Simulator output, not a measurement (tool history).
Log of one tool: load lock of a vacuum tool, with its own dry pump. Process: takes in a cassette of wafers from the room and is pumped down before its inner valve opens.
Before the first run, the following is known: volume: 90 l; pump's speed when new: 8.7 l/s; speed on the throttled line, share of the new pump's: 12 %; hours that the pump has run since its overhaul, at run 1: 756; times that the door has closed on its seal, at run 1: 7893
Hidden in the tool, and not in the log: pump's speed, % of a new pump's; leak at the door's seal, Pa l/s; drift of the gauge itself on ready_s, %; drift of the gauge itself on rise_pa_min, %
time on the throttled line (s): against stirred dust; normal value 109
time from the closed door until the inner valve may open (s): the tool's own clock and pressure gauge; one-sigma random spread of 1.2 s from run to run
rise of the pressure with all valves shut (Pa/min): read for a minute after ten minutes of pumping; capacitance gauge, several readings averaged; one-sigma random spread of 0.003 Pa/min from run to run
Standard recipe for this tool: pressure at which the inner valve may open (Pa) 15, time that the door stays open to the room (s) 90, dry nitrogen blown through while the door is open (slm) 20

| run | hour | time on the throttled line (s) | pressure at which the inner valve may open (Pa) | time that the door stays open to the room (s) | dry nitrogen blown through while the door is open (slm) | hours that the pump has run since its overhaul | times that the door has closed on its seal | incoming humidity of the room's air, % | time from the closed door until the inner valve may open (s) | rise of the pressure with all valves shut (Pa/min) |
|---|---|---|---|---|---|---|---|---|---|---|
| 1 | 0.0 | 109 | 15 | 90 | 20 | 756 | 7893 | 47.2 | 187.4 | 0.171 |
| 2 | 169.4 | 109 | 15 | 90 | 20 | 925 | 8700 | 45.0 | 189.4 | 0.186 |
| 3 | 303.9 | 109 | 15 | 90 | 20 | 1059 | 9341 | 44.0 | 188.5 | 0.197 |
| 4 | 407.0 | 109 | 15 | 90 | 20 | 1163 | 9832 | 40.4 | 188.9 | 0.206 |
| 5 | 543.7 | 109 | 15 | 90 | 20 | 1299 | 10484 | 50.2 | 190.1 | 0.226 |
| 6 | 750.6 | 109 | 15 | 90 | 20 | 1506 | 11469 | 44.4 | 190.8 | 0.243 |
| 7 | 908.7 | 109 | 15 | 90 | 20 | 1664 | 12222 | 48.8 | 191.4 | 0.257 |
| 8 | 1062.8 | 109 | 15 | 90 | 20 | 1818 | 12957 | 44.3 | 190.9 | 0.272 |
| 9 | 1199.1 | 86 | 15 | 90 | 20 | 1955 | 13606 | 43.5 | 171.0 | 0.292 |
| 10 | 1372.9 | 80 | 15 | 26 | 18 | 2128 | 14434 | 46.9 | 166.1 | 0.281 |
| 11 | 1593.3 | 59 | 22 | 90 | 13 | 2349 | 15484 | 46.8 | 143.4 | 0.349 |
| 12 | 1737.6 | 59 | 22 | 90 | 27 | 2493 | 16172 | 43.4 | 144.9 | 0.359 |
| 13 | 1897.7 | 168 | 11 | 121 | 13 | 2653 | 16935 | 43.1 | 248.2 | 0.404 |
| 14 | 1993.7 | 168 | 19 | 121 | 13 | 2749 | 17392 | 46.9 | 241.4 | 0.424 |
| 15 | 2137.7 | 168 | 19 | 121 | 13 | 2893 | 18078 | 44.1 | 242.6 | 0.448 |
| 16 | 2319.2 | 168 | 13 | 121 | 5 | 3075 | 18943 | 45.4 | 246.3 | 0.480 |
| 17 | 2457.0 | 168 | 13 | 121 | 5 | 3213 | 19599 | 44.3 | 244.7 | 0.508 |

Forecast each of these 4 alternatives for the next run:
| A | 2620.0 | 147 | 13 | 121 | 5 | 3376 | 20376 | 44.9 | ? | ? |
| B | 2620.0 | 109 | 15 | 207 | 20 | 3376 | 20376 | 43.8 | ? | ? |
| C | 2620.0 | 182 | 15 | 130 | 20 | 3376 | 20376 | 46.9 | ? | ? |
| D | 2620.0 | 109 | 15 | 45 | 6 | 3376 | 20376 | 48.9 | ? | ? |

| run | time from the closed door until the inner valve may open (s) | rise of the pressure with all valves shut (Pa/min) |
|---|---|---|
| A | 228.0 | 0.546 |
| B | 195.7 | 0.544 |
| C | 259.0 | 0.523 |
| D | 195.0 | 0.508 |
Take away the tool's hidden state, keep each run's random variation, and the runs would have read:
| run | time from the closed door until the inner valve may open (s) | rise of the pressure with all valves shut (Pa/min) |
|---|---|---|
| A | 221.6 | 0.085 |
| B | 189.0 | 0.081 |
| C | 252.9 | 0.065 |
| D | 188.3 | 0.043 |
